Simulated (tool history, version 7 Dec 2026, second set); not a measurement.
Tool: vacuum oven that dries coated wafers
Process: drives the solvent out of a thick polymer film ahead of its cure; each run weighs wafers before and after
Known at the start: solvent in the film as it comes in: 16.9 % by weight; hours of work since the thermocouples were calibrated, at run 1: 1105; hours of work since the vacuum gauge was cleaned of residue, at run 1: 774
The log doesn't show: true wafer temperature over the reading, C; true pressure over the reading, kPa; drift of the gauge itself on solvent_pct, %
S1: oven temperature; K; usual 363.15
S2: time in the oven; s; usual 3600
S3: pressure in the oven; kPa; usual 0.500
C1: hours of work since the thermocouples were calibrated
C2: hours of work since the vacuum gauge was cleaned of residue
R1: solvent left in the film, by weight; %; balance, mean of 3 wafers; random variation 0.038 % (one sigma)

run 1 hour=0.0 | S1=363.15 S2=3600 S3=0.500 | C1=1105 C2=774 | R1=1.29
run 2 hour=47.2 | S1=363.15 S2=3600 S3=0.500 | C1=1143 C2=812 | R1=1.21
run 3 hour=107.5 | S1=363.15 S2=3600 S3=0.363 | C1=1191 C2=860 | R1=1.17
run 4 hour=163.5 | S1=363.15 S2=3600 S3=0.656 | C1=1235 C2=904 | R1=1.49
-- hour=186.6 oven's thermocouples calibrated
run 5 hour=194.0 | S1=363.15 S2=5100 S3=0.656 | C1=6 C2=927 | R1=1.37
run 6 hour=250.6 | S1=369.15 S2=5100 S3=0.656 | C1=51 C2=972 | R1=1.06
run 7 hour=282.4 | S1=363.15 S2=3600 S3=0.500 | C1=76 C2=997 | R1=1.52
run 8 hour=310.1 | S1=363.15 S2=3600 S3=0.500 | C1=98 C2=1019 | R1=1.55
run 9 hour=348.5 | S1=363.15 S2=2700 S3=0.500 | C1=129 C2=1050 | R1=2.10
run 10 hour=386.4 | S1=363.15 S2=2700 S3=0.295 | C1=159 C2=1080 | R1=1.74
run 11 hour=441.6 | S1=363.15 S2=2700 S3=0.295 | C1=203 C2=1124 | R1=1.95
run 12 hour=481.3 | S1=363.15 S2=2700 S3=0.295 | C1=234 C2=1155 | R1=1.85
run 13 hour=537.8 | S1=363.15 S2=2820 S3=0.500 | C1=279 C2=1200 | R1=1.93
run 14 hour=573.9 | S1=363.15 S2=3600 S3=0.500 | C1=308 C2=1229 | R1=1.52
run 15 hour=608.1 | S1=363.15 S2=3600 S3=0.500 | C1=335 C2=1256 | R1=1.61
run 16 hour=640.0 | S1=363.15 S2=5580 S3=0.500 | C1=360 C2=1281 | R1=1.25
run 17 hour=691.2 | S1=363.15 S2=5580 S3=0.500 | C1=401 C2=1322 | R1=1.32
run 18 hour=726.6 | S1=363.15 S2=5580 S3=0.500 | C1=429 C2=1350 | R1=1.26
run 19 hour=765.0 | S1=363.15 S2=3600 S3=0.500 | C1=460 C2=1381 | R1=1.53
run 20 hour=820.6 | S1=363.15 S2=3600 S3=0.500 | C1=504 C2=1425 | R1=1.65
run 21 hour=873.1 | S1=363.15 S2=3600 S3=0.500 | C1=545 C2=1467 | R1=1.69
run 22 hour=921.1 | S1=349.15 S2=5400 S3=0.316 | C1=584 C2=1505 | R1=3.16
run 23 hour=957.0 | S1=349.15 S2=5400 S3=0.316 | C1=612 C2=1533 | R1=3.11
run 24 hour=1002.2 | S1=372.15 S2=3600 S3=1.496 | C1=648 C2=1569 | R1=1.85
run 25 hour=1031.7 | S1=372.15 S2=3600 S3=1.496 | C1=671 C2=1593 | R1=1.83
-- hour=1043.3 vacuum gauge cleaned of residue and calibrated
run 26 hour=1067.9 | S1=363.15 S2=2580 S3=0.488 | C1=699 C2=20 | R1=1.39
run 27 hour=1123.2 | S1=363.15 S2=2820 S3=0.325 | C1=743 C2=64 | R1=1.20
run 28 hour=1181.6 | S1=372.15 S2=3600 S3=0.382 | C1=789 C2=110 | R1=0.38
run 29 hour=1207.6 | S1=376.15 S2=2640 S3=1.869 | C1=810 C2=131 | R1=1.44
run 30 hour=1263.8 | S1=375.15 S2=2640 S3=1.869 | C1=855 C2=175 | R1=1.53
run 31 hour=1322.2 | S1=362.15 S2=3000 S3=1.072 | C1=901 C2=222 | R1=2.06
run 32 hour=1375.5 | S1=363.15 S2=4380 S3=1.452 | C1=944 C2=264 | R1=2.00
run 33 hour=1426.1 | S1=353.15 S2=3720 S3=0.921 | C1=984 C2=304 | R1=3.30
run 34 hour=1465.0 | S1=363.15 S2=3300 S3=0.406 | C1=1015 C2=335 | R1=1.01
run 35 hour=1514.9 | S1=372.15 S2=3600 S3=0.500 | C1=1054 C2=375 | R1=0.69
run 36 hour=1567.3 | S1=372.15 S2=4260 S3=0.425 | C1=1096 C2=416 | R1=0.53
run 37 hour=1605.9 | S1=368.15 S2=5460 S3=0.425 | C1=1127 C2=447 | R1=0.66
run 38 hour=1663.2 | S1=368.15 S2=5460 S3=0.425 | C1=1172 C2=493 | R1=0.60

How the hidden state differs across the entries between the runs, from the last listed run before each to the first after it:
Between runs 4 and 5: oven's thermocouples calibrated (hour 186.6)
  true wafer temperature over the reading, C: 2.17 -> 0.38; true pressure over the reading, kPa: 0.36 -> 0.368
  measured less the result without the state, R1: +0.18 -> +0.44 %
Between runs 25 and 26: vacuum gauge cleaned of residue and calibrated (hour 1043.3)
  true wafer temperature over the reading, C: 1.54 -> 1.59; true pressure over the reading, kPa: 0.624 -> 0.009
  measured less the result without the state, R1: +0.45 -> -0.28 %

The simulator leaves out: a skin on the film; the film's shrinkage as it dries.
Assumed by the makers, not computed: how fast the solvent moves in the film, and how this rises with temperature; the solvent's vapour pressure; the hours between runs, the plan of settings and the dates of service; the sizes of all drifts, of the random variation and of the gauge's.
